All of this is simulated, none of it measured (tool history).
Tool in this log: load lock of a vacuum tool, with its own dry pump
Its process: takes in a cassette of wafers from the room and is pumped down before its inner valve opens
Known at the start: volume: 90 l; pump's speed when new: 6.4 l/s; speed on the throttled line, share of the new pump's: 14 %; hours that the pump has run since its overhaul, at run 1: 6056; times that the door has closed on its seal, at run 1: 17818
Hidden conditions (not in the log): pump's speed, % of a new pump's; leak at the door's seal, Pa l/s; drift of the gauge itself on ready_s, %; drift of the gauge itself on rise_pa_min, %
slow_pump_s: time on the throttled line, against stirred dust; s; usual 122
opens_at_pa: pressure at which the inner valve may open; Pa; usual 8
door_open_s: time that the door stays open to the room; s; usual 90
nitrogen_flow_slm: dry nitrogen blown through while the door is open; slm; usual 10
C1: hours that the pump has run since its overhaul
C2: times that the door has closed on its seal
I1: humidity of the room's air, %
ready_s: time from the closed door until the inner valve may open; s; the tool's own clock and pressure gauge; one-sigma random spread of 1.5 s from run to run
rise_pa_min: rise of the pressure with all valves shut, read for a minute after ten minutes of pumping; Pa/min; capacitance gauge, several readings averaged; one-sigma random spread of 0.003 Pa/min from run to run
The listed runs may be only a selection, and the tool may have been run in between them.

Run 1, hour 0: usual settings; C1 6056; C2 17818; I1 49.2. Result: ready_s 238.2 s, rise_pa_min 0.039 Pa/min.
Run 2, hour 122.7: usual settings but opens_at_pa 12 Pa; C1 6179; C2 18039; I1 42.6. Result: ready_s 231.2 s, rise_pa_min 0.037 Pa/min.
Run 3, hour 328.1: usual settings but opens_at_pa 12 Pa; C1 6384; C2 18409; I1 47.4. Result: ready_s 233.3 s, rise_pa_min 0.04 Pa/min.
Run 4, hour 416.9: usual settings but nitrogen_flow_slm 4 slm; C1 6473; C2 18568; I1 47.3. Result: ready_s 237.1 s, rise_pa_min 0.049 Pa/min.
Run 5, hour 514.3: usual settings; C1 6571; C2 18744; I1 47.9. Result: ready_s 237.3 s, rise_pa_min 0.036 Pa/min.
Run 6, hour 611.7: usual settings; C1 6668; C2 18919; I1 46.1. Result: ready_s 240.4 s, rise_pa_min 0.037 Pa/min.
Run 7, hour 769.1: usual settings; C1 6825; C2 19202; I1 44.5. Result: ready_s 236.5 s, rise_pa_min 0.036 Pa/min.
Run 8, hour 974.6: usual settings but slow_pump_s 149 s; C1 7031; C2 19572; I1 43.7. Result: ready_s 260.8 s, rise_pa_min 0.032 Pa/min.
Run 9, hour 1133.1: usual settings but slow_pump_s 149 s; C1 7189; C2 19857; I1 40.7. Result: ready_s 260.3 s, rise_pa_min 0.034 Pa/min.
Run 10, hour 1293.9: usual settings but slow_pump_s 149 s; C1 7350; C2 20147; I1 44.3. Result: ready_s 258.8 s, rise_pa_min 0.035 Pa/min.
Run 11, hour 1457: usual settings; C1 7513; C2 20440; I1 48. Result: ready_s 237.8 s, rise_pa_min 0.042 Pa/min.
Run 12, hour 1585.6: usual settings; C1 7642; C2 20672; I1 45.4. Result: ready_s 237.2 s, rise_pa_min 0.039 Pa/min.
Run 13, hour 1683: usual settings; C1 7739; C2 20847; I1 42. Result: ready_s 238.5 s, rise_pa_min 0.031 Pa/min.
Run 14, hour 1891.9: usual settings but nitrogen_flow_slm 43 slm; C1 7948; C2 21223; I1 44.6. Result: ready_s 237.5 s, rise_pa_min 0.017 Pa/min.
Run 15, hour 2069.7: usual settings but nitrogen_flow_slm 43 slm; C1 8126; C2 21543; I1 43.8. Result: ready_s 239.7 s, rise_pa_min 0.017 Pa/min.
Run 16, hour 2277.1: usual settings but nitrogen_flow_slm 43 slm; C1 8333; C2 21916; I1 47.3. Result: ready_s 238.9 s, rise_pa_min 0.016 Pa/min.
Run 17, hour 2433.5: usual settings; C1 8490; C2 22198; I1 49.2. Result: ready_s 238.6 s, rise_pa_min 0.038 Pa/min.
Run 18, hour 2593.7: usual settings but opens_at_pa 11 Pa; C1 8650; C2 22486; I1 46.2. Result: ready_s 232.5 s, rise_pa_min 0.037 Pa/min.
Run 19, hour 2771: usual settings but opens_at_pa 15 Pa, door_open_s 156 s; C1 8827; C2 22805; I1 46.9. Result: ready_s 226.1 s, rise_pa_min 0.053 Pa/min.
Run 20, hour 2870.7: usual settings but opens_at_pa 15 Pa, door_open_s 156 s; C1 8927; C2 22985; I1 44.6. Result: ready_s 228.9 s, rise_pa_min 0.052 Pa/min.
Run 21, hour 3078.9: usual settings but slow_pump_s 107 s, opens_at_pa 10 Pa, door_open_s 167 s, nitrogen_flow_slm 7 slm; C1 9135; C2 23359; I1 44.9. Result: ready_s 219.9 s, rise_pa_min 0.06 Pa/min.
Run 22, hour 3234: usual settings but slow_pump_s 163 s, opens_at_pa 10 Pa, door_open_s 26 s; C1 9290; C2 23638; I1 46. Result: ready_s 270.3 s, rise_pa_min 0.014 Pa/min.
At hour 3313.9: door's seal changed, seat wiped.
Run 23, hour 3361.2: usual settings but slow_pump_s 67 s, opens_at_pa 13 Pa, door_open_s 37 s, nitrogen_flow_slm 25 slm; C1 9416; C2 85; I1 45. Result: ready_s 184.7 s, rise_pa_min 0.013 Pa/min.
Run 24, hour 3557.1: usual settings but slow_pump_s 101 s, opens_at_pa 13 Pa, door_open_s 37 s, nitrogen_flow_slm 12 slm; C1 9612; C2 437; I1 48.8. Result: ready_s 213.6 s, rise_pa_min 0.03 Pa/min.
Run 25, hour 3716.1: usual settings but slow_pump_s 101 s, opens_at_pa 13 Pa, door_open_s 37 s, nitrogen_flow_slm 12 slm; C1 9771; C2 723; I1 46.4. Result: ready_s 215.5 s, rise_pa_min 0.02 Pa/min.
Run 26, hour 3891.3: usual settings but slow_pump_s 74 s, door_open_s 236 s, nitrogen_flow_slm 14 slm; C1 9946; C2 1039; I1 47.6. Result: ready_s 197.8 s, rise_pa_min 0.06 Pa/min.
Run 27, hour 4093.8: usual settings but slow_pump_s 74 s, door_open_s 236 s, nitrogen_flow_slm 14 slm; C1 10149; C2 1403; I1 44.3. Result: ready_s 196.2 s, rise_pa_min 0.056 Pa/min.
Run 28, hour 4183.8: usual settings but slow_pump_s 74 s, door_open_s 236 s, nitrogen_flow_slm 14 slm; C1 10239; C2 1565; I1 47.6. Result: ready_s 196.3 s, rise_pa_min 0.06 Pa/min.
Run 29, hour 4371.2: usual settings but slow_pump_s 138 s, opens_at_pa 9 Pa, door_open_s 92 s, nitrogen_flow_slm 17 slm; C1 10426; C2 1902; I1 44.5. Result: ready_s 251 s, rise_pa_min 0.032 Pa/min.
Run 30, hour 4513.5: usual settings but nitrogen_flow_slm 40 slm; C1 10568; C2 2158; I1 42.7. Result: ready_s 236.8 s, rise_pa_min 0.018 Pa/min.
Run 31, hour 4729.7: usual settings but nitrogen_flow_slm 40 slm; C1 10785; C2 2548; I1 43.8. Result: ready_s 236.4 s, rise_pa_min 0.013 Pa/min.
Run 32, hour 4850.2: usual settings but nitrogen_flow_slm 40 slm; C1 10905; C2 2764; I1 41.1. Result: ready_s 238.5 s, rise_pa_min 0.014 Pa/min.
Run 33, hour 4970.1: usual settings but opens_at_pa 16 Pa, nitrogen_flow_slm 40 slm; C1 11025; C2 2980; I1 43.8. Result: ready_s 227.7 s, rise_pa_min 0.014 Pa/min.

Each row is a separate what-if for the run after 33, all from the same tool condition, not one after another. Results?
Run A, hour 5161: usual settings but door_open_s 29 s, nitrogen_flow_slm 40 slm; C1 11216; C2 3324; I1 45.3. Result: ready_s ?, rise_pa_min ?.
Run B, hour 5161: usual settings but opens_at_pa 13 Pa, door_open_s 65 s, nitrogen_flow_slm 11 slm; C1 11216; C2 3324; I1 42.6. Result: ready_s ?, rise_pa_min ?.
Run C, hour 5161: usual settings but slow_pump_s 168 s, opens_at_pa 14 Pa, door_open_s 76 s, nitrogen_flow_slm 40 slm; C1 11216; C2 3324; I1 46. Result: ready_s ?, rise_pa_min ?.

run  ready_s  rise_pa_min
  A      240        0.009
  B      231        0.028
  C    269.5        0.017
With no hidden state in the tool, these same runs would have given:
run  ready_s  rise_pa_min
  A    239.8        0.009
  B    230.9        0.028
  C    269.3        0.017
